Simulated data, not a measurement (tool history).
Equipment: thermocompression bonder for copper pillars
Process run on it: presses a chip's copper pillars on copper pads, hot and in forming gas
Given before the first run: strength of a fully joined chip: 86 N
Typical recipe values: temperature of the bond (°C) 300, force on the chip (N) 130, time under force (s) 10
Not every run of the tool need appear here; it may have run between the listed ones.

run   hour  temperature of the bond (°C)  force on the chip (N)  time under force (s)  force that shears a chip off (N)
  1      0                           300                    130                    10                              40.7
  2     32                           300                    130                    10                              40.9
  3   63.3                           300                    130                    10                              41.2
  4   87.1                           300                    130                     5                              31.1
  5  121.3                           300                    130                     5                              31.3
  6  154.5                           300                    130                     5                              31.6
  7  185.7                           271                    130                    12                              28.8
  8  216.7                           271                    130                    12                              28.3
  9  241.3                           321                    130                    10                              50.1
 10  267.6                           321                     92                    20                              49.4
 11  291.7                           292                    154                    10                              40.6

Predict each of these 5 candidate next runs independently; none follows another, all start after run 11:
  A  326.5                           321                    154                    10                                 ?
  B  326.5                           324                    130                     5                                 ?
  C  326.5                           300                     96                     7                                 ?
  D  326.5                           292                     82                    12                                 ?
  E  326.5                           295                    130                     7                                 ?

run  force that shears a chip off (N)
  A                              55.3
  B                              40.2
  C                              26.7
  D                              25.5
  E                              32.9
Without the tool's unlogged condition, the same runs would have read:
run  force that shears a chip off (N)
  A                              58.9
  B                              42.8
  C                              28.5
  D                              27.3
  E                              35.1
